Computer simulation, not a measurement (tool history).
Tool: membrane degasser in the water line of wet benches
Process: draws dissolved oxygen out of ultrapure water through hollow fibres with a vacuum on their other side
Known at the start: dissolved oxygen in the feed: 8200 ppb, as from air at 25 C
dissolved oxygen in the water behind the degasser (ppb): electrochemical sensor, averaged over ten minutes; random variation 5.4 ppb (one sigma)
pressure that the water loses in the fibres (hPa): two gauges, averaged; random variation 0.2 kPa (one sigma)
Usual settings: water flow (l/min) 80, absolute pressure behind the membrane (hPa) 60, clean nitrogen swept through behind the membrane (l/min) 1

run    hour  water flow (l/min)  absolute pressure behind the membrane (hPa)  clean nitrogen swept through behind the membrane (l/min)  dissolved oxygen in the water behind the degasser (ppb)  pressure that the water loses in the fibres (hPa)
  1       0                  80                                           60                                                         1                                                    582.8                                              437.6
  2   117.2                  80                                           60                                                       0.5                                                    754.1                                              433.1
  3   267.6                  80                                           60                                                       0.5                                                    766.1                                              435.6
  4   461.2                  80                                           60                                                      1.08                                                      564                                              433.9
  5   703.1                  80                                           60                                                      1.08                                                    560.1                                              434.6
  6   837.6                  80                                           60                                                      1.08                                                    566.4                                              436.6
  7  1083.7                  80                                           60                                                      1.08                                                    569.8                                              440.4
  8  1198.2                  80                                           60                                                      1.08                                                    572.4                                                435
  9  1311.2                  80                                           60                                                      1.08                                                    581.7                                              436.1
 10  1427.2                  87                                           60                                                         1                                                    655.5                                              474.7
 11  1612.8                  80                                           60                                                         1                                                    595.9                                              440.3
 12  1716.9                  64                                         46.4                                                      1.81                                                    244.9                                              350.9
     1730.9  -- vacuum gauge calibrated
 13  1922.9                 104                                         48.2                                                      0.79                                                    706.8                                              575.4
 14  2114.1                  80                                         51.4                                                         1                                                    494.8                                              442.7
 15  2335.4                  80                                         51.4                                                         1                                                    506.3                                              440.7
 16  2556.3                 116                                         60.5                                                      0.73                                                   1046.9                                              639.4
 17  2795.5                  80                                         41.3                                                      2.56                                                    310.5                                              445.6
 18  3004.4                  73                                           60                                                         1                                                    543.7                                              406.3

The next listed run, before its measurement:
     3140.4  -- vacuum gauge calibrated, once more
 19  3140.4                  80                                        118.4                                                      0.89                                                        ?                                                  ?

Run 19 gave dissolved oxygen in the water behind the degasser (ppb) 1322.5, pressure that the water loses in the fibres (hPa) 444.4.
Without the tool's hidden state the same run would have given dissolved oxygen in the water behind the degasser (ppb) 1284.3, pressure that the water loses in the fibres (hPa) 417.6.
